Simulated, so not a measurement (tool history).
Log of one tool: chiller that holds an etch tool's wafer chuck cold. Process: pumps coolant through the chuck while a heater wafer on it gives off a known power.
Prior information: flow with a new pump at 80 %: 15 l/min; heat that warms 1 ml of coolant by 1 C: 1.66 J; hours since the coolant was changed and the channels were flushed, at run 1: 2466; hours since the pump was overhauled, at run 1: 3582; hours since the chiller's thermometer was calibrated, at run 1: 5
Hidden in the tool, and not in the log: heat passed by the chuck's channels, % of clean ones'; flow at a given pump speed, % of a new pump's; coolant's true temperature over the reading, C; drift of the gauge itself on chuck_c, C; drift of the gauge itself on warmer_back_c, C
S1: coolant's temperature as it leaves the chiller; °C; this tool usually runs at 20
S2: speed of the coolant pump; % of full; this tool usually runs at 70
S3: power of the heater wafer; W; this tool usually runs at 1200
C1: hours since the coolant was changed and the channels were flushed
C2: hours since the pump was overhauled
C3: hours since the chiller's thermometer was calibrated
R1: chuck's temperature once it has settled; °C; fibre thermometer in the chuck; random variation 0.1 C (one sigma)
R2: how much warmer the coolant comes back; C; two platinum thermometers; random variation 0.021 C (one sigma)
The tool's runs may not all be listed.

run,hour,S1,S2,S3,C1,C2,C3,R1,R2
1,0.0,20,70,1200,2466,3582,5,33.2,3.52
2,126.2,15,70,1200,2593,3708,131,28.4,3.54
3,210.5,15,70,1200,2677,3792,215,28.3,3.47
4,287.2,15,70,1200,2754,3869,292,28.6,3.52
5,423.0,15,70,1200,2889,4005,428,28.6,3.55
6,491.0,15,70,1200,2957,4073,496,28.7,3.57
7,636.3,20,70,1200,3103,4218,641,33.6,3.57
8,707.1,20,70,1200,3174,4289,712,33.9,3.57
9,792.8,20,70,732,3259,4375,797,28.4,2.20
10,935.6,20,70,732,3402,4518,940,28.5,2.18
11,996.7,20,70,732,3463,4579,1001,28.6,2.24
12,1111.0,20,70,732,3577,4693,1116,28.6,2.18
13,1228.8,28,70,1200,3695,4811,1233,42.3,3.63
14,1373.4,27,70,1200,3840,4955,1378,41.2,3.61
15,1457.6,20,70,1594,3924,5040,1462,39.2,4.78
16,1549.1,20,70,1200,4016,5131,1554,34.4,3.62
# hour 1567.0: coolant changed, channels flushed
17,1641.7,21,73,1794,75,5218,1640,39.7,5.22
18,1764.1,21,62,1794,197,5340,1763,42.2,6.20
19,1834.3,24,62,1794,267,5410,1833,45.2,6.15
20,1921.5,19,81,1794,354,5497,1920,36.2,4.74
# hour 1929.0: chiller's thermometer calibrated
21,2038.6,19,96,1533,471,5613,110,32.2,3.42
22,2171.5,27,75,1498,604,5746,243,42.8,4.30
23,2250.1,24,83,1498,682,5825,321,38.6,3.90
24,2388.1,18,89,767,820,5963,459,25.2,1.84

Run 25 is up next; what results do you expect?
# hour 2479.7: chiller's thermometer calibrated, once more
25,2493.2,17,89,1055,924,6067,14,?,?

Run 25 came out at R1 26.7 °C, R2 2.58 C.
With no hidden state in the tool, this same run would have given R1 25.5 °C, R2 2.30 C.

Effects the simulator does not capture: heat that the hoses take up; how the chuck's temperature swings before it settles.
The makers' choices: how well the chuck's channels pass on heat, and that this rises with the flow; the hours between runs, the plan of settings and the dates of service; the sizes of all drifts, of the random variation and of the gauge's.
